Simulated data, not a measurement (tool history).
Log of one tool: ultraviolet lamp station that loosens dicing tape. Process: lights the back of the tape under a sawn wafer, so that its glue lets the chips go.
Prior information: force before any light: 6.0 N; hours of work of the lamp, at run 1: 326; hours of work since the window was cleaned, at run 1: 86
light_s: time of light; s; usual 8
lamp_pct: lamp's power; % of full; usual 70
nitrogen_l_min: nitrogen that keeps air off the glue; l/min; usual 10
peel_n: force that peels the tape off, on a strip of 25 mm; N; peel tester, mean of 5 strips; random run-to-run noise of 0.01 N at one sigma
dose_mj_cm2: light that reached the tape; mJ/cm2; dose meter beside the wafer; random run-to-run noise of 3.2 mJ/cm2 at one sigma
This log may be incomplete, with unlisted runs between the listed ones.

run    hour  light_s  lamp_pct  nitrogen_l_min  hours of work of the lamp  hours of work since the window was cleaned  peel_n  dose_mj_cm2
  1       0        8        70              10                        326                                          86   0.435          510
  2    24.7        8        70              10                        343                                         103   0.447          511
  3    76.4        8        70              10                        378                                         138   0.454          510
  4   104.9        8        70              10                        398                                         158   0.441          508
  5   137.8        8        70              10                        420                                         180   0.465          505
  6   170.2        8        70              10                        442                                         202   0.427          502
  7   207.1        8        70              10                        467                                         227   0.433          506
  8   233.8        8        70              10                        485                                         245   0.427          509
  9   285.4        8        70              10                        521                                         280   0.439          506
      290.8  -- window cleaned of glue's vapour
 10   322.6        8        70              10                        546                                          22   0.449          506
 11   349.3        8        70              10                        564                                          40   0.431          506
 12   372.1        8        70               4                        579                                          55   0.738          502
 13   411.4        8        70               4                        606                                          82   0.728          504
 14   437.7        8        85               4                        624                                         100   0.506          613
 15   474.8        8        70              10                        649                                         125    0.45          506
 16   500.8        8        70              10                        667                                         143   0.449          505
 17   548.6        8        70              10                        699                                         175   0.444          508
 18   579.5        8        70              10                        720                                         196   0.446          502
 19   619.7        8        70               7                        748                                         224   0.554          499
 20   643.5        8        70               7                        764                                         240   0.521          508
 21   696.3        8        67               7                        800                                         276   0.596          486
      707.4  -- window cleaned of glue's vapour
 22   732.3        7        94               9                        824                                          17    0.35          594
 23   768.1        5        86               5                        848                                          41   1.041          384
 24   795.1       14        86              17                        867                                          60   0.179         1087
 25   828.9       14        86              17                        890                                          83   0.191         1095
 26   868.6       14        86              17                        917                                         110    0.19         1081
 27   900.4        8        73              10                        938                                         131   0.422          525
 28   951.3        8        67              15                        973                                         166   0.412          482
 29   995.1        8        86              19                       1003                                         196   0.256          624
 30  1030.1        8        86              19                       1026                                         219   0.255          621
 31  1067.9       11        69              19                       1052                                         245   0.234          688
 32  1117.8       11        63               8                       1086                                         279   0.344          630
     1122.2  -- window cleaned of glue's vapour
 33  1150.1       11        63               8                       1108                                          19   0.341          623
 34  1186.7        5        69               9                       1133                                          44   1.101          313
 35  1232.8        8        62               4                       1164                                          75   0.865          446
 36  1262.2        8        92               4                       1184                                          95   0.457          665
 37  1293.8        4        85              13                       1205                                         117   0.975          303
 38  1331.2        5        68              13                       1231                                         142   0.959          306
 39  1365.6        6        75              10                       1254                                         166   0.681          406

Predict each of these 3 candidate next runs independently; none follows another, all start after run 39:
  A  1395.6       13        75               8                       1275                                         186       ?            ?
  B  1395.6        6        97               5                       1275                                         186       ?            ?
  C  1395.6        8        75              13                       1275                                         186       ?            ?

run  peel_n  dose_mj_cm2
  A   0.217          881
  B   0.603          526
  C   0.353          544
Had the tool no hidden state, the same runs would have come out as:
run  peel_n  dose_mj_cm2
  A   0.217          885
  B   0.598          529
  C    0.35          546
